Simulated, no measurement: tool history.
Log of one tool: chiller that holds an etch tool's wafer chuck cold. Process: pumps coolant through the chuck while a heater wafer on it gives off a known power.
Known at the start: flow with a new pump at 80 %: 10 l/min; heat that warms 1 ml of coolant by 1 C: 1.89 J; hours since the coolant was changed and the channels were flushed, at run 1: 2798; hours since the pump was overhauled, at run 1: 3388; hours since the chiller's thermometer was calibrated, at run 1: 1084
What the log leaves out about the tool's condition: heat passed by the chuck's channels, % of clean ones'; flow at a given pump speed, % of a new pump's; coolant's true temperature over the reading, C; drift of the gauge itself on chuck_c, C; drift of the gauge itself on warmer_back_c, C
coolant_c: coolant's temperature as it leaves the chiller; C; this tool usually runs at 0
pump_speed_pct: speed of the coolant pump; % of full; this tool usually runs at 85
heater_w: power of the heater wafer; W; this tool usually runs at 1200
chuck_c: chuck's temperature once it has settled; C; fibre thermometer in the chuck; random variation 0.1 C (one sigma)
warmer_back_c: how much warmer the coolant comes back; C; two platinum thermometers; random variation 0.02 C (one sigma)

run    hour  coolant_c  pump_speed_pct  heater_w  hours since the coolant was changed and the channels were flushed  hours since the pump was overhauled  hours since the chiller's thermometer was calibrated  chuck_c  warmer_back_c
  1       0          0              85      1200                                                               2798                                 3388                                                  1084     10.2           4.03
      101.9  -- coolant pump overhauled
  2   131.1          0              85      1200                                                               2924                                   29                                                  1210      9.6           3.66
  3   219.8          0              85      1200                                                               3013                                  118                                                  1299      9.8           3.68
  4   351.7          0              85      1307                                                               3145                                  250                                                  1431     10.6           3.99
  5   454.5          0              85      1307                                                               3248                                  353                                                  1533     10.7              4
  6   583.3          0              85      1307                                                               3376                                  481                                                  1662     10.9              4
        594  -- chiller's thermometer calibrated
  7   719.1          0              69      1200                                                               3511                                  616                                                   125     11.8           4.53
  8   777.3          0              85      1200                                                               3569                                  674                                                   183     10.2           3.68
  9   844.6          0              66      1334                                                               3637                                  742                                                   251     13.8           5.32
 10   940.3          0              64      1680                                                               3732                                  837                                                   346     17.7           6.95
 11  1070.7          5              64      1096                                                               3863                                  968                                                   477       17           4.56
 12  1152.4          1              75       781                                                               3945                                 1049                                                   558      8.8           2.76
 13  1268.8          1              62      1200                                                               4061                                 1166                                                   675     14.4           5.16
 14  1352.1          0              80      1200                                                               4144                                 1249                                                   758     11.5           3.99
     1402.4  -- coolant changed, channels flushed
       1460  -- chiller's thermometer calibrated, once more
 15  1465.5          0              85      1486                                                                 62                                 1356                                                     6     10.8           4.66

3 options for the next run, each taken on its own from the tool as it stands now. Forecast them:
  A  1602.6          0              86       721                                                                199                                 1493                                                   143        ?              ?
  B  1602.6         -7              85      1486                                                                199                                 1493                                                   143        ?              ?
  C  1602.6         -6              67      1464                                                                199                                 1493                                                   143        ?              ?

run  chuck_c  warmer_back_c
  A      5.3           2.24
  B        4            4.7
  C      7.1           5.89
The same runs, with their run-to-run variation unchanged, on a tool lacking any hidden condition would have given:
run  chuck_c  warmer_back_c
  A      4.9           2.11
  B      3.3           4.44
  C      6.4           5.56
